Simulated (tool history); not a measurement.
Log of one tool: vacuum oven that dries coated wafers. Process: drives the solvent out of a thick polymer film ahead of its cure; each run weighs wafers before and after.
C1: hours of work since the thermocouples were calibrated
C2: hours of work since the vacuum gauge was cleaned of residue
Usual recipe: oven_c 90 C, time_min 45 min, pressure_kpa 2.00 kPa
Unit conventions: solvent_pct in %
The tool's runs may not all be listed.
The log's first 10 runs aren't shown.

Run 11, hour 577.0: usual settings but oven_c 85 C, pressure_kpa 3.83 kPa; C1 712; C2 1454. Result: solvent_pct 11.43 %.
Run 12, hour 636.4: usual settings but oven_c 85 C, pressure_kpa 3.83 kPa; C1 755; C2 1498. Result: solvent_pct 11.33 %.
Run 13, hour 712.1: usual settings but time_min 72 min; C1 811; C2 1554. Result: solvent_pct 4.86 %.
Run 14, hour 775.9: usual settings but time_min 72 min; C1 858; C2 1601. Result: solvent_pct 4.96 %.
Run 15, hour 823.9: usual settings but oven_c 97 C; C1 894; C2 1637. Result: solvent_pct 4.17 %.
Run 16, hour 896.6: usual settings but oven_c 93 C; C1 947; C2 1690. Result: solvent_pct 5.70 %.
Run 17, hour 932.7: usual settings but oven_c 93 C; C1 974; C2 1717. Result: solvent_pct 5.77 %.
Run 18, hour 1003.8: usual settings but oven_c 93 C; C1 1027; C2 1769. Result: solvent_pct 5.84 %.
Run 19, hour 1041.3: usual settings but oven_c 93 C; C1 1054; C2 1797. Result: solvent_pct 5.88 %.
Run 20, hour 1087.6: usual settings but oven_c 93 C; C1 1088; C2 1831. Result: solvent_pct 5.86 %.
Run 21, hour 1149.4: usual settings but oven_c 93 C; C1 1134; C2 1877. Result: solvent_pct 5.81 %.
At hour 1196.1: vacuum gauge cleaned of residue and calibrated.
Run 22, hour 1220.2: usual settings but oven_c 93 C; C1 1185; C2 18. Result: solvent_pct 6.06 %.
Run 23, hour 1279.9: usual settings but oven_c 93 C; C1 1229; C2 62. Result: solvent_pct 6.12 %.
Run 24, hour 1350.0: usual settings but oven_c 93 C, time_min 51 min, pressure_kpa 2.70 kPa; C1 1281; C2 114. Result: solvent_pct 6.35 %.
At hour 1378.9: oven's thermocouples calibrated.
Run 25, hour 1421.7: usual settings but pressure_kpa 1.39 kPa; C1 32; C2 165. Result: solvent_pct 6.46 %.
Run 26, hour 1489.9: usual settings but oven_c 98 C, time_min 69 min, pressure_kpa 2.04 kPa; C1 82; C2 215. Result: solvent_pct 3.32 %.
Run 27, hour 1561.9: usual settings but oven_c 105 C, time_min 23 min, pressure_kpa 6.93 kPa; C1 135; C2 268. Result: solvent_pct 7.87 %.
At hour 1572.6: vacuum gauge cleaned of residue and calibrated, once more.
Run 28, hour 1606.5: usual settings but oven_c 84 C, time_min 74 min, pressure_kpa 6.91 kPa; C1 167; C2 25. Result: solvent_pct 13.86 %.
Run 29, hour 1654.1: usual settings but oven_c 99 C, time_min 27 min, pressure_kpa 6.24 kPa; C1 202; C2 60. Result: solvent_pct 8.46 %.
Run 30, hour 1693.8: usual settings but oven_c 99 C, time_min 27 min, pressure_kpa 6.24 kPa; C1 231; C2 89. Result: solvent_pct 8.61 %.
Run 31, hour 1757.3: usual settings but oven_c 94 C, time_min 47 min, pressure_kpa 2.12 kPa; C1 278; C2 136. Result: solvent_pct 4.54 %.
Run 32, hour 1805.9: usual settings but oven_c 91 C, time_min 66 min; C1 314; C2 172. Result: solvent_pct 4.14 %.

For run 33, what comes out?
Run 33, hour 1838.0: usual settings but oven_c 76 C, time_min 23 min, pressure_kpa 3.86 kPa; C1 338; C2 196. Result: solvent_pct ?.

Run 33 measured solvent_pct 17.67 %.
With no hidden state in the tool, this same run would have given solvent_pct 17.42 %.

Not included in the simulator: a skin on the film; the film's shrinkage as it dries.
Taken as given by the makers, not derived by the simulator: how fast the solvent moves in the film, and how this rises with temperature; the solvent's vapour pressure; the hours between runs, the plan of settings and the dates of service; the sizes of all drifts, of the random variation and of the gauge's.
